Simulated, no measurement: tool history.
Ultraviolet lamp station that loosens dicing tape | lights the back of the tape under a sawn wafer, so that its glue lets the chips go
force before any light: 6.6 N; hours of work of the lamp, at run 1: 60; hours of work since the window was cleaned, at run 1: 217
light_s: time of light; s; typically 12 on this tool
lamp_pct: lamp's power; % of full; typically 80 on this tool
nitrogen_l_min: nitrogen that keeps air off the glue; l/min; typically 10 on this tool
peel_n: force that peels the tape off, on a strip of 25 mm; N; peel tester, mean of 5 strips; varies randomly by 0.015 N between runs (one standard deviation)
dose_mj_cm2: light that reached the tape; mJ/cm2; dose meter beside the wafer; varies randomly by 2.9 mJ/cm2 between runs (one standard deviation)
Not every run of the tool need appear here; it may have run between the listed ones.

run	hour	light_s	lamp_pct	nitrogen_l_min	hours of work of the lamp	hours of work since the window was cleaned	peel_n	dose_mj_cm2
1	0	12	80	10	60	217	0.736	434
2	9.5	12	80	10	67	224	0.724	431
3	22.4	12	67	10	76	233	1.054	361
4	38.4	12	67	10	88	245	1.038	362
5	51	12	67	10	97	254	1.011	359
6	63.5	12	67	10	106	263	1.013	364
7	78	12	67	10	117	274	1.027	355
8	89.1	12	67	10	125	282	1.014	359
9	96.3	9	80	10	130	287	1.201	319
10	105	9	80	10	137	293	1.235	324
11	115.2	12	80	10	144	301	0.754	425
12	127	12	80	10	153	309	0.726	432
13	141.3	12	80	10	163	320	0.736	431
14	149.9	20	67	15	170	326	0.287	607
15	165.4	20	67	15	181	338	0.303	597
16	172.5	20	67	15	186	343	0.29	598
17	186.7	20	67	15	196	353	0.283	599
18	200.7	20	67	15	207	363	0.305	604
19	213.8	20	72	14	216	373	0.264	645
20	228.9	20	72	14	227	384	0.241	650
21	241.9	24	80	4	237	393	0.244	859
22	253.9	14	100	6	245	402	0.396	624
23	266.1	8	75	10	254	411	1.572	268
24	279.5	8	77	8	264	421	1.647	279
25	288	7	61	6	270	427	2.659	193

Forecast each of these 5 alternatives for the next run:
A	298.4	12	60	12	278	435	?	?
B	298.4	17	95	6	278	435	?	?
C	298.4	20	82	8	278	435	?	?
D	298.4	12	80	13	278	435	?	?
E	298.4	7	61	13	278	435	?	?

run	peel_n	dose_mj_cm2
A	1.169	325
B	0.289	726
C	0.24	735
D	0.667	425
E	2.343	192
The same runs, with their run-to-run variation unchanged, on a tool lacking any hidden condition would have given:
run	peel_n	dose_mj_cm2
A	1.167	325
B	0.288	727
C	0.24	736
D	0.665	426
E	2.34	192
